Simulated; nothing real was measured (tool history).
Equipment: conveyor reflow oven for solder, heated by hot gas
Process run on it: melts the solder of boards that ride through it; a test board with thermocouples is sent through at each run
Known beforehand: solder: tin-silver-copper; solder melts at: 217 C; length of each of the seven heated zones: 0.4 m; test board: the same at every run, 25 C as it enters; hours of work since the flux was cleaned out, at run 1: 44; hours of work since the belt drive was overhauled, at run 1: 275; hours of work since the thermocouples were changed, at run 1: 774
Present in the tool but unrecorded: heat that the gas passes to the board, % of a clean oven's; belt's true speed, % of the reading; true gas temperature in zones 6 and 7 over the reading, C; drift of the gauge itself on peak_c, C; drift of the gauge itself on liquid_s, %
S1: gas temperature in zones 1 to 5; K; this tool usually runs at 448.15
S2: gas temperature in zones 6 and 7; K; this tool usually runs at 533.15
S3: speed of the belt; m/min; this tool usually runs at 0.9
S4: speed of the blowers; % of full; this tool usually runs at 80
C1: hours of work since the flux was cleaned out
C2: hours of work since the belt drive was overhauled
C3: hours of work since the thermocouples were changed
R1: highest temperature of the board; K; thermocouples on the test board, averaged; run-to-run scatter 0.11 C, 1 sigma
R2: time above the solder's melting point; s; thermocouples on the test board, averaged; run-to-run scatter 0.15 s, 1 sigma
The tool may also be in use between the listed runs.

| run | hour | S1 | S2 | S3 | S4 | C1 | C2 | C3 | R1 | R2 |
|---|---|---|---|---|---|---|---|---|---|---|
| 1 | 0 | 448.15 | 533.15 | 0.9 | 80 | 44 | 275 | 774 | 517.45 | 35.1 |
| 2 | 11.1 | 448.15 | 533.15 | 0.9 | 68 | 49 | 280 | 778 | 513.45 | 31.5 |
| 3 | 18.8 | 448.15 | 533.15 | 0.9 | 65 | 52 | 283 | 782 | 512.45 | 30.7 |
| 4 | 32.3 | 448.15 | 533.15 | 0.999 | 80 | 58 | 289 | 787 | 513.65 | 28.7 |
| 5 | 44.6 | 448.15 | 533.15 | 0.999 | 80 | 63 | 294 | 793 | 513.45 | 28.5 |
| 6 | 60.4 | 448.15 | 533.15 | 0.999 | 80 | 70 | 301 | 799 | 513.55 | 28.6 |
| 7 | 73.7 | 448.15 | 533.15 | 0.999 | 80 | 75 | 307 | 805 | 513.55 | 28.5 |
| 8 | 90.1 | 448.15 | 539.15 | 0.9 | 80 | 82 | 314 | 812 | 521.75 | 37.9 |
| 9 | 107.3 | 448.15 | 537.15 | 0.854 | 80 | 90 | 321 | 819 | 521.85 | 40.3 |
| 10 | 124.2 | 448.15 | 537.15 | 0.854 | 80 | 97 | 328 | 827 | 521.85 | 40.1 |
| 11 | 133.6 | 448.15 | 533.15 | 1.043 | 84 | 101 | 332 | 831 | 512.85 | 26.5 |
| 12 | 146.4 | 448.15 | 533.15 | 1.043 | 84 | 106 | 338 | 836 | 512.85 | 26.9 |
| 13 | 158.4 | 448.15 | 533.15 | 1.043 | 84 | 111 | 343 | 841 | 512.45 | 26.6 |
| 14 | 171 | 440.15 | 526.15 | 0.863 | 77 | 117 | 348 | 846 | 510.05 | 29.2 |
| 15 | 179 | 450.15 | 533.15 | 0.9 | 80 | 120 | 351 | 850 | 517.05 | 35.5 |

Consider 4 possible next runs. They are alternatives, not a sequence: every one starts from the tool as it was left by run 15. What does each give?
| A | 190.8 | 445.15 | 533.15 | 0.756 | 59 | 125 | 356 | 855 | ? | ? |
| B | 190.8 | 434.15 | 547.15 | 0.9 | 80 | 125 | 356 | 855 | ? | ? |
| C | 190.8 | 450.15 | 533.15 | 0.771 | 80 | 125 | 356 | 855 | ? | ? |
| D | 190.8 | 450.15 | 523.15 | 0.9 | 76 | 125 | 356 | 855 | ? | ? |

| run | R1 | R2 |
|---|---|---|
| A | 515.05 | 38.9 |
| B | 525.15 | 36.2 |
| C | 521.75 | 46.1 |
| D | 507.65 | 28.1 |
Stripped of hidden state, with their random variation kept, the same runs would have yielded:
| run | R1 | R2 |
|---|---|---|
| A | 514.45 | 38.4 |
| B | 525.35 | 36.1 |
| C | 521.25 | 45.7 |
| D | 507.35 | 28 |
